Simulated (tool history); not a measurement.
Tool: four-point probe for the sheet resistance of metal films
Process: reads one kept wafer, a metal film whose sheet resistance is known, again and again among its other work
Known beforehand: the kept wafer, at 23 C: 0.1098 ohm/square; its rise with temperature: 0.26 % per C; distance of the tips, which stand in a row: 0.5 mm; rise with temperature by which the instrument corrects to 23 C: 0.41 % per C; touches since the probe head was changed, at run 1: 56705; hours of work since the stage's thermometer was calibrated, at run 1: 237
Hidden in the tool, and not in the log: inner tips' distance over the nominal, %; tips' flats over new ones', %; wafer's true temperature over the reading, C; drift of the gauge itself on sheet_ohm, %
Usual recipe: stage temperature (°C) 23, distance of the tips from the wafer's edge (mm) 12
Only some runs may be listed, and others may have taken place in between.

run,hour,stage temperature (°C),distance of the tips from the wafer's edge (mm),touches since the probe head was changed,hours of work since the stage's thermometer was calibrated,sheet resistance as the instrument gives it (ohm/square)
1,0.0,23,12,56705,237,0.110403
2,36.2,23,12,58298,264,0.110456
3,63.4,23,16,59493,285,0.110427
4,95.2,23,12,60893,309,0.110463
5,120.5,23,7,62007,328,0.110716
6,152.1,23,12,63397,352,0.110543
7,182.8,23,12,64746,375,0.110558
8,224.2,23,12,66567,406,0.110632
9,247.3,23,12,67582,423,0.110575
10,288.9,23,12,69414,455,0.110641
11,313.2,23,12,70483,473,0.110599
12,350.5,23,12,72123,501,0.110620
13,399.5,23,12,74278,538,0.110597
14,452.7,23,12,76616,578,0.110662
15,480.4,23,12,77837,599,0.110672
16,521.4,23,36,79638,630,0.110687
17,568.0,23,36,81687,665,0.110649
18,611.4,23,12,83596,698,0.110794
19,654.4,23,12,85490,730,0.110838
20,686.2,23,12,86887,754,0.110827
21,718.5,23,22,88309,778,0.110757
22,774.3,23,22,90763,820,0.110801
# hour 777.6: stage's thermometer calibrated
23,813.4,22,73,92461,27,0.110960
24,867.1,27,5,94823,67,0.110727
# hour 899.6: stage's thermometer calibrated, once more
25,920.7,26,21,97156,16,0.110407
26,954.6,26,21,98649,41,0.110393
27,988.8,26,21,100152,67,0.110425

Run 28 is up next; what results do you expect?
28,1037.3,26,21,102285,104,?

sheet resistance as the instrument gives it (ohm/square): 0.110439
Had the tool carried no hidden state, the very same run would have given sheet resistance as the instrument gives it (ohm/square) 0.109342.
